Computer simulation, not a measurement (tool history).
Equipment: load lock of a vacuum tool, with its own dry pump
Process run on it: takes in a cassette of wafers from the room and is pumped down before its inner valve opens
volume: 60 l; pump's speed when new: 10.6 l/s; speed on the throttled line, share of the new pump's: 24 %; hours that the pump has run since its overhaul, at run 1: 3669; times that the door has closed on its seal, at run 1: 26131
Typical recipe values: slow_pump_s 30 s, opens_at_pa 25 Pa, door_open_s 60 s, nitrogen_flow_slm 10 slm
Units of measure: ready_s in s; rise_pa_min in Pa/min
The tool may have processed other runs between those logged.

run	hour	slow_pump_s	opens_at_pa	door_open_s	nitrogen_flow_slm	hours that the pump has run since its overhaul	times that the door has closed on its seal	incoming humidity of the room's air, %	ready_s	rise_pa_min
1	0.0	30	25	60	10	3669	26131	46.7	70.6	0.369
2	337.3	30	25	43	10	4006	27340	44.0	70.7	0.374
# hour 460.1: door's seal changed, seat wiped
3	722.4	30	25	43	10	4390	940	46.9	71.9	0.035
4	1067.1	30	41	60	10	4735	2176	44.8	69.0	0.041
5	1305.0	30	25	60	10	4973	3028	44.7	71.7	0.043
6	1568.6	30	25	60	10	5236	3973	47.8	71.8	0.052
7	1859.1	30	25	60	10	5527	5014	45.3	72.2	0.054
8	2296.2	30	25	60	10	5964	6580	46.3	72.0	0.067
9	2527.2	30	25	60	10	6195	7408	44.9	72.6	0.074
10	2890.6	17	25	60	10	6558	8710	47.1	62.3	0.081
11	3120.5	30	25	209	10	6788	9534	44.5	72.5	0.123
12	3312.2	30	25	209	10	6980	10221	46.3	73.2	0.129
13	3555.5	30	25	60	10	7223	11092	48.1	72.9	0.107
14	3993.4	50	25	60	10	7661	12662	42.9	88.0	0.119
15	4270.9	50	24	60	10	7938	13656	43.5	88.3	0.129
16	4654.5	50	24	60	10	8322	15031	46.7	89.4	0.146
17	4957.2	30	25	60	10	8625	16115	43.0	73.0	0.161
18	5168.2	42	25	60	10	8836	16871	43.4	83.0	0.168
19	5364.2	30	25	60	10	9032	17574	41.2	73.0	0.174
20	5714.7	34	23	109	41	9382	18830	46.2	76.1	0.189
21	6016.7	35	47	62	5	9684	19912	43.5	74.4	0.218
22	6306.6	42	46	150	32	9974	20951	46.8	77.9	0.218
23	6615.1	42	46	150	32	10283	22056	44.8	79.2	0.243
24	7056.8	42	46	150	32	10724	23639	45.0	78.9	0.268
25	7506.5	42	46	150	32	11174	25250	44.1	78.9	0.291
26	7877.1	42	37	150	32	11545	26578	43.0	80.5	0.315
# hour 8209.7: door's seal changed, seat wiped
27	8215.9	42	37	150	32	11882	22	46.2	80.5	0.032
28	8472.4	30	43	60	10	12138	941	45.5	70.6	0.035
29	8883.1	16	25	60	10	12549	2413	42.2	64.2	0.038
30	9326.6	29	21	47	10	12993	4002	44.5	74.9	0.044
31	9521.3	29	21	47	10	13187	4700	43.0	74.5	0.050
32	9741.5	29	21	47	10	13408	5489	45.8	75.1	0.048
33	9997.0	30	25	139	10	13663	6404	43.3	73.9	0.081
34	10260.9	30	25	210	26	13927	7350	45.9	75.4	0.080
35	10627.8	30	24	60	10	14294	8665	43.9	75.7	0.086
36	10838.0	25	24	60	31	14504	9418	46.9	72.4	0.078
37	11210.2	19	33	65	24	14876	10752	50.8	65.2	0.092
38	11508.4	30	47	60	10	15174	11820	43.8	71.3	0.111

3 options for the next run, each taken on its own from the tool as it stands now. Forecast them:
A	11721.3	30	47	41	18	15387	12583	45.6	?	?
B	11721.3	56	45	60	10	15387	12583	47.0	?	?
C	11721.3	30	39	60	10	15387	12583	42.8	?	?

run	ready_s	rise_pa_min
A	71.7	0.114
B	90.4	0.127
C	71.6	0.124
Take away the tool's hidden state, keep each run's random variation, and the runs would have read:
run	ready_s	rise_pa_min
A	66.6	0.022
B	86.2	0.034
C	66.4	0.031

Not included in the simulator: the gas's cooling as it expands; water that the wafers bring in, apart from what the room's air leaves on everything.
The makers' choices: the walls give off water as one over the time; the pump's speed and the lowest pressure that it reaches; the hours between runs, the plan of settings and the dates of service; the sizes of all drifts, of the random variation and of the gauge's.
